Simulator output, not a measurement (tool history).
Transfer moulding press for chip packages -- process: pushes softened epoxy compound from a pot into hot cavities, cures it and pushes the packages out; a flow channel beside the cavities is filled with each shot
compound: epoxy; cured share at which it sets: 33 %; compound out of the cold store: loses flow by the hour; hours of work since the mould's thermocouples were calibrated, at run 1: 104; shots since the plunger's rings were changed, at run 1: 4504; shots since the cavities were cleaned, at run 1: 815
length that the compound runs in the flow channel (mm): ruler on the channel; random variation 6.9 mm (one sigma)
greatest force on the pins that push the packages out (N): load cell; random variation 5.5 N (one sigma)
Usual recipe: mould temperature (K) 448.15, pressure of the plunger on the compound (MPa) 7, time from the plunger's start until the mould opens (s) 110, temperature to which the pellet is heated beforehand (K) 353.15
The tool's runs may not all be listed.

| run | hour | mould temperature (K) | pressure of the plunger on the compound (MPa) | time from the plunger's start until the mould opens (s) | temperature to which the pellet is heated beforehand (K) | hours of work since the mould's thermocouples were calibrated | shots since the plunger's rings were changed | shots since the cavities were cleaned | incoming compound's hours out of the cold store | length that the compound runs in the flow channel (mm) | greatest force on the pins that push the packages out (N) |
|---|---|---|---|---|---|---|---|---|---|---|---|
| 1 | 0 | 448.15 | 7 | 110 | 353.15 | 104 | 4504 | 815 | 46.3 | 694 | 305 |
|  | 6.2 | cavities cleaned with cleaning compound and waxed |
| 2 | 28.5 | 448.15 | 7 | 110 | 353.15 | 119 | 4777 | 225 | 19.1 | 777 | 383 |
| 3 | 71.2 | 444.15 | 7 | 110 | 353.15 | 143 | 5206 | 654 | 32.4 | 738 | 428 |
|  | 94.1 | cavities cleaned with cleaning compound and waxed |
| 4 | 95.7 | 444.15 | 7 | 110 | 353.15 | 156 | 5438 | 16 | 13.8 | 805 | 258 |
| 5 | 115.6 | 444.15 | 6.65 | 110 | 353.15 | 167 | 5638 | 216 | 9.9 | 792 | 313 |
|  | 131.6 | cavities cleaned with cleaning compound and waxed, once more |
|  | 136.6 | plunger's sealing rings changed |
| 6 | 147.8 | 440.15 | 6.65 | 110 | 353.15 | 183 | 112 | 138 | 8.4 | 902 | 396 |
| 7 | 175.9 | 442.15 | 6.65 | 110 | 353.15 | 198 | 395 | 421 | 42.7 | 761 | 370 |
| 8 | 197.7 | 448.15 | 6.89 | 110 | 353.15 | 211 | 615 | 641 | 37.8 | 781 | 287 |
|  | 221.6 | cavities cleaned with cleaning compound and waxed |
| 9 | 237 | 448.15 | 6.89 | 110 | 353.15 | 232 | 996 | 155 | 31 | 794 | 228 |
| 10 | 273.7 | 448.15 | 6.89 | 110 | 353.15 | 252 | 1365 | 524 | 8 | 875 | 302 |
| 11 | 303.7 | 448.15 | 6.89 | 110 | 353.15 | 269 | 1668 | 827 | 31.2 | 800 | 299 |
|  | 310.2 | cavities cleaned with cleaning compound and waxed |
| 12 | 335.3 | 456.15 | 6.89 | 110 | 353.15 | 285 | 1971 | 253 | 31.8 | 760 | 205 |
| 13 | 372.6 | 448.15 | 7 | 110 | 353.15 | 306 | 2347 | 629 | 45.1 | 730 | 289 |
|  | 399.2 | cavities cleaned with cleaning compound and waxed |
| 14 | 415.2 | 448.15 | 7 | 142 | 353.15 | 329 | 2761 | 162 | 26 | 785 | 198 |
| 15 | 439.6 | 448.15 | 8.73 | 143 | 345.15 | 343 | 3006 | 407 | 47.1 | 797 | 228 |
|  | 487 | cavities cleaned with cleaning compound and waxed |
| 16 | 489.1 | 453.15 | 5.91 | 110 | 350.15 | 369 | 3490 | 21 | 25.5 | 708 | 176 |
| 17 | 534.7 | 453.15 | 5.91 | 110 | 350.15 | 395 | 3949 | 480 | 24.9 | 699 | 252 |
| 18 | 568 | 453.15 | 5.91 | 140 | 346.15 | 413 | 4285 | 816 | 25.7 | 693 | 268 |
|  | 576.4 | cavities cleaned with cleaning compound and waxed |
| 19 | 610.7 | 453.15 | 5.91 | 127 | 346.15 | 436 | 4700 | 345 | 14.2 | 728 | 217 |
| 20 | 641.3 | 453.15 | 5.91 | 127 | 346.15 | 453 | 5008 | 653 | 27.3 | 683 | 246 |
|  | 666.3 | mould's thermocouples calibrated |
|  | 667.8 | cavities cleaned with cleaning compound and waxed |
| 21 | 679.2 | 453.15 | 5.91 | 127 | 346.15 | 6 | 5355 | 115 | 18.6 | 719 | 189 |
| 22 | 719.4 | 453.15 | 7.71 | 127 | 362.15 | 29 | 5759 | 519 | 9.2 | 839 | 236 |

Run 23, settings as shown, results not yet in. Your forecast:
|  | 728 | plunger's sealing rings changed |
| 23 | 746.8 | 448.15 | 7 | 138 | 358.15 | 43 | 190 | 771 | 23 | ? | ? |

length that the compound runs in the flow channel (mm): 852
greatest force on the pins that push the packages out (N): 265
With the hidden condition absent and the run-to-run variation left alone, this run would have shown length that the compound runs in the flow channel (mm) 856, greatest force on the pins that push the packages out (N) 160.

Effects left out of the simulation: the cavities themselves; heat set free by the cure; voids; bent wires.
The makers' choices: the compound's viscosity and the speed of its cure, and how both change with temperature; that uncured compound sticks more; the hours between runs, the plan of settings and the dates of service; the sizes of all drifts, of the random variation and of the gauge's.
